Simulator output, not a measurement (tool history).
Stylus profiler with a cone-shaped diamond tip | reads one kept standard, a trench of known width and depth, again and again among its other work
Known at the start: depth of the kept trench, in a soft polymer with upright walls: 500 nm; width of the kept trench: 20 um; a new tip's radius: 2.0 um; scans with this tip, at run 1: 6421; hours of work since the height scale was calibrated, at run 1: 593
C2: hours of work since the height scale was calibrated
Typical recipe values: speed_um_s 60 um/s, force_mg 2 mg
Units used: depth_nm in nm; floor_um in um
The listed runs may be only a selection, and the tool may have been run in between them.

Run 1, day 0: usual settings; scans with this tip 6421; C2 593. Result: depth_nm 504.52 nm, floor_um 16.34 um.
Run 2, day 0.825: usual settings but force_mg 0.94 mg; scans with this tip 6580; C2 607. Result: depth_nm 503.39 nm, floor_um 16.08 um.
Run 3, day 2.146: usual settings; scans with this tip 6836; C2 631. Result: depth_nm 504.77 nm, floor_um 16.29 um.
Run 4, day 3.808: usual settings; scans with this tip 7157; C2 661. Result: depth_nm 504.52 nm, floor_um 16.24 um.
Run 5, day 4.542: usual settings; scans with this tip 7298; C2 674. Result: depth_nm 504.84 nm, floor_um 16.26 um.
Run 6, day 6.225: usual settings; scans with this tip 7623; C2 704. Result: depth_nm 504.89 nm, floor_um 16.13 um.
Run 7, day 7.35: usual settings; scans with this tip 7841; C2 724. Result: depth_nm 504.81 nm, floor_um 16.19 um.
Run 8, day 8.229: usual settings; scans with this tip 8011; C2 739. Result: depth_nm 504.89 nm, floor_um 16.25 um.
Run 9, day 9.067: usual settings; scans with this tip 8173; C2 754. Result: depth_nm 504.92 nm, floor_um 16.17 um.
Run 10, day 10.667: usual settings but speed_um_s 20 um/s; scans with this tip 8481; C2 783. Result: depth_nm 505.02 nm, floor_um 16.35 um.
At day 10.821: height scale calibrated on a step standard.
Run 11, day 12.054: usual settings but speed_um_s 20 um/s; scans with this tip 8746; C2 22. Result: depth_nm 505.47 nm, floor_um 16.39 um.
Run 12, day 13.371: usual settings but speed_um_s 20 um/s; scans with this tip 9000; C2 45. Result: depth_nm 505.61 nm, floor_um 16.34 um.
Run 13, day 14.262: usual settings but force_mg 4.39 mg; scans with this tip 9172; C2 61. Result: depth_nm 508.51 nm, floor_um 16.2 um.
Run 14, day 15.379: usual settings but speed_um_s 208 um/s, force_mg 0.87 mg; scans with this tip 9388; C2 81. Result: depth_nm 504.28 nm, floor_um 14.48 um.
Run 15, day 17.042: usual settings but speed_um_s 87 um/s, force_mg 4.49 mg; scans with this tip 9710; C2 111. Result: depth_nm 508.17 nm, floor_um 16.07 um.
Run 16, day 17.771: usual settings but speed_um_s 87 um/s, force_mg 4.49 mg; scans with this tip 9850; C2 124. Result: depth_nm 508.65 nm, floor_um 16.04 um.
Run 17, day 18.671: usual settings but speed_um_s 85 um/s; scans with this tip 10024; C2 140. Result: depth_nm 505.81 nm, floor_um 15.85 um.
At day 19.225: height scale calibrated on a step standard, once more.
Run 18, day 19.938: usual settings but speed_um_s 85 um/s; scans with this tip 10265; C2 13. Result: depth_nm 504.02 nm, floor_um 15.76 um.
Run 19, day 21.379: usual settings but speed_um_s 103 um/s, force_mg 3.6 mg; scans with this tip 10543; C2 38. Result: depth_nm 505.41 nm, floor_um 15.88 um.
Run 20, day 22.467: usual settings but speed_um_s 85 um/s, force_mg 1.29 mg; scans with this tip 10753; C2 58. Result: depth_nm 502.93 nm, floor_um 15.63 um.
Run 21, day 23.3: usual settings but speed_um_s 121 um/s, force_mg 2.98 mg; scans with this tip 10914; C2 73. Result: depth_nm 504.99 nm, floor_um 15.7 um.
Run 22, day 24.504: usual settings but speed_um_s 29 um/s, force_mg 3.7 mg; scans with this tip 11147; C2 94. Result: depth_nm 506.01 nm, floor_um 16.09 um.
Run 23, day 26.054: usual settings but speed_um_s 48 um/s, force_mg 0.9 mg; scans with this tip 11446; C2 122. Result: depth_nm 502.67 nm, floor_um 15.84 um.
Run 24, day 27.675: usual settings but speed_um_s 91 um/s, force_mg 1.21 mg; scans with this tip 11759; C2 151. Result: depth_nm 502.77 nm, floor_um 15.42 um.
Run 25, day 29.262: usual settings but speed_um_s 16 um/s, force_mg 1.45 mg; scans with this tip 12066; C2 179. Result: depth_nm 503.34 nm, floor_um 16.1 um.

Here are 5 independent what-if runs from the current tool condition. What would each one return?
Run A, day 30.646: usual settings but speed_um_s 65 um/s, force_mg 1.45 mg; scans with this tip 12333; C2 204. Result: depth_nm ?, floor_um ?.
Run B, day 30.646: usual settings but speed_um_s 187 um/s, force_mg 0.69 mg; scans with this tip 12333; C2 204. Result: depth_nm ?, floor_um ?.
Run C, day 30.646: usual settings but speed_um_s 24 um/s, force_mg 3.95 mg; scans with this tip 12333; C2 204. Result: depth_nm ?, floor_um ?.
Run D, day 30.646: usual settings but speed_um_s 164 um/s, force_mg 1.54 mg; scans with this tip 12333; C2 204. Result: depth_nm ?, floor_um ?.
Run E, day 30.646: usual settings but speed_um_s 18 um/s, force_mg 4.32 mg; scans with this tip 12333; C2 204. Result: depth_nm ?, floor_um ?.

run  depth_nm  floor_um
  A    503.37     15.67
  B    502.22      14.2
  C    506.27     16.05
  D     503.8     15.04
  E    506.63      16.1
Without the tool's unlogged condition, the same runs would have read:
run  depth_nm  floor_um
  A    502.98     16.86
  B    501.83     15.39
  C    505.88     17.24
  D    503.41     16.23
  E    506.24     17.29
